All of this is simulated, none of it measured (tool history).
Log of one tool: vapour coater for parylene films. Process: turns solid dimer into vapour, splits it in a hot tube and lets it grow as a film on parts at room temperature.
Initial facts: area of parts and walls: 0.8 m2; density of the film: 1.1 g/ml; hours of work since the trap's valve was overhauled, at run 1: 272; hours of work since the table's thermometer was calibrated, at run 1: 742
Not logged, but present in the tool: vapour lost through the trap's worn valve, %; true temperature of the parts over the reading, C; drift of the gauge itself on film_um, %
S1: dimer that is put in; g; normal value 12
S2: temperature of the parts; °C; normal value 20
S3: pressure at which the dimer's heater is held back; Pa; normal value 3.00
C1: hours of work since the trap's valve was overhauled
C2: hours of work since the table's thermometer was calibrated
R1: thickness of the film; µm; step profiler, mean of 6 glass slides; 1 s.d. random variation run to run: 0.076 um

run 1 hour=0.0 | S1=12 S2=20 S3=3.00 | C1=272 C2=742 | R1=8.57
run 2 hour=65.4 | S1=12 S2=20 S3=3.00 | C1=308 C2=777 | R1=8.36
run 3 hour=119.4 | S1=12 S2=20 S3=3.00 | C1=337 C2=807 | R1=8.40
run 4 hour=197.6 | S1=12 S2=20 S3=5.26 | C1=380 C2=850 | R1=7.39
run 5 hour=250.3 | S1=12 S2=28 S3=3.00 | C1=409 C2=878 | R1=6.71
run 6 hour=294.1 | S1=12 S2=28 S3=3.00 | C1=432 C2=902 | R1=6.48
run 7 hour=368.6 | S1=12 S2=20 S3=3.00 | C1=473 C2=943 | R1=8.24
run 8 hour=436.4 | S1=12 S2=20 S3=3.00 | C1=510 C2=980 | R1=7.99
run 9 hour=502.8 | S1=12 S2=20 S3=10.05 | C1=546 C2=1016 | R1=6.23
-- hour=513.8 trap's valve overhauled
run 10 hour=585.3 | S1=12 S2=20 S3=10.05 | C1=39 C2=1059 | R1=6.96
run 11 hour=638.1 | S1=12 S2=14 S3=3.00 | C1=68 C2=1088 | R1=10.55
run 12 hour=682.4 | S1=12 S2=14 S3=3.00 | C1=92 C2=1112 | R1=10.41
run 13 hour=760.1 | S1=12 S2=14 S3=3.00 | C1=134 C2=1154 | R1=10.41
run 14 hour=808.5 | S1=12 S2=20 S3=3.00 | C1=161 C2=1181 | R1=8.76
run 15 hour=852.0 | S1=12 S2=19 S3=3.00 | C1=185 C2=1205 | R1=8.84
run 16 hour=899.3 | S1=12 S2=26 S3=3.00 | C1=210 C2=1230 | R1=7.15
run 17 hour=936.8 | S1=12 S2=24 S3=3.00 | C1=231 C2=1251 | R1=7.65
run 18 hour=1008.0 | S1=12 S2=20 S3=3.00 | C1=270 C2=1290 | R1=8.41
run 19 hour=1043.6 | S1=9 S2=20 S3=3.00 | C1=289 C2=1309 | R1=6.23
run 20 hour=1089.0 | S1=12 S2=20 S3=3.00 | C1=314 C2=1334 | R1=8.34
run 21 hour=1133.6 | S1=12 S2=20 S3=3.00 | C1=338 C2=1358 | R1=8.19

Expected results for the next run?
run 22 hour=1175.6 | S1=12 S2=20 S3=3.00 | C1=361 C2=1381 | R1=?

{"run 22": {"R1": 8.21}}
Had the tool carried no hidden state, the very same run would have given R1 9.10 µm.
